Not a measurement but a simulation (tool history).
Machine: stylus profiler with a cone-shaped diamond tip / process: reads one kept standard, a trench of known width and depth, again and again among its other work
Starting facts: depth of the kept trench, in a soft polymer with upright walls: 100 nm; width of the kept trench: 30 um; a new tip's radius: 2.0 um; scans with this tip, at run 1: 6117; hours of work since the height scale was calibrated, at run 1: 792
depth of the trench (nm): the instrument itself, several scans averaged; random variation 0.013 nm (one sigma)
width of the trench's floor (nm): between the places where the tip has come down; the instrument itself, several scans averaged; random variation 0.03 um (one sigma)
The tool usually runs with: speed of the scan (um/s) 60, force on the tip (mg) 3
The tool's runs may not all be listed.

run,hour,speed of the scan (um/s),force on the tip (mg),scans with this tip,hours of work since the height scale was calibrated,depth of the trench (nm),width of the trench's floor (nm)
1,0,60,3,6117,792,100.94,28450
2,21.1,60,1.9,6239,808,100.73,28390
3,41.4,45,3,6357,823,100.94,28500
4,61,45,3,6470,838,100.93,28480
5,86.3,45,3,6617,857,100.93,28480
6,105.4,173,3,6728,872,100.95,28050
7,123.4,173,3,6832,885,100.96,28110
8,141.6,60,4.75,6938,899,101.2,28450
9,154.1,60,3,7011,908,100.95,28410
10,172.9,58,3,7120,922,100.96,28450
11,186.8,60,3,7201,933,100.96,28480
12,207.6,174,3,7321,948,100.96,28100
13,230.1,174,3,7452,965,100.95,28040
14,259.3,60,3,7621,987,100.96,28430
15,277.5,60,3,7727,1001,100.98,28430
16,297.1,60,3,7841,1016,100.96,28430
17,326.6,60,7.07,8012,1038,101.57,28470
18,345.3,60,3,8120,1052,100.96,28460
19,374.8,60,3,8292,1074,100.98,28390
20,387.2,60,3,8364,1083,100.98,28390
21,407.9,60,3,8483,1099,100.94,28410
# hour 437.5: height scale calibrated on a step standard
22,437.5,83,2.04,8653,0,100.66,28270
23,457.4,29,6.88,8768,15,101.41,28500
24,478.1,16,2.48,8888,30,100.74,28500
25,503.1,193,1.51,9033,49,100.55,27680
26,523.2,203,2.16,9150,64,100.7,27780
27,538.8,154,2.16,9240,76,100.68,28020
28,552.2,233,1.45,9318,86,100.56,27500
29,573.2,60,7.23,9440,102,101.47,28510
30,600.3,60,7.23,9597,122,101.48,28490
31,615.8,60,3,9687,134,100.84,28360
32,629.2,60,2.1,9765,144,100.66,28350
33,648.7,31,3.8,9878,159,100.99,28520
34,672.4,29,8.95,10015,177,101.69,28480
35,687.2,98,3,10102,188,100.84,28260

Some steps in depth of the trench (nm) between neighbouring runs. How much of each would the tool show without its hidden state too (settings, what came in, random variation), and how much is left for the hidden state, with any gauge scatter that isn't in both results?
Hidden state present: radius of the tip, um; height scale over the true one, %; drift of the gauge itself on depth_nm, %; drift of the gauge itself on floor_um, %.
Run 3 -> 4: nothing adjusted, nothing logged. depth of the trench (nm) -0.01: hidden state +0.01, all else -0.02.
Run 13 -> 14: speed of the scan (um/s) 174 -> 60. depth of the trench (nm) +0.01: hidden state +0.02, all else -0.01.
Run 21 -> 22: speed of the scan (um/s) 60 -> 83, force on the tip (mg) 3 -> 2.04, height scale calibrated on a step standard. depth of the trench (nm) -0.28: hidden state -0.15, all else -0.13.
Run 22 -> 23: speed of the scan (um/s) 83 -> 29, force on the tip (mg) 2.04 -> 6.88. depth of the trench (nm) +0.75: hidden state +0, all else +0.75.
Run 28 -> 29: speed of the scan (um/s) 233 -> 60, force on the tip (mg) 1.45 -> 7.23. depth of the trench (nm) +0.91: hidden state +0.01, all else +0.9.
Run 34 -> 35: speed of the scan (um/s) 29 -> 98, force on the tip (mg) 8.95 -> 3. depth of the trench (nm) -0.85: hidden state +0, all else -0.85.

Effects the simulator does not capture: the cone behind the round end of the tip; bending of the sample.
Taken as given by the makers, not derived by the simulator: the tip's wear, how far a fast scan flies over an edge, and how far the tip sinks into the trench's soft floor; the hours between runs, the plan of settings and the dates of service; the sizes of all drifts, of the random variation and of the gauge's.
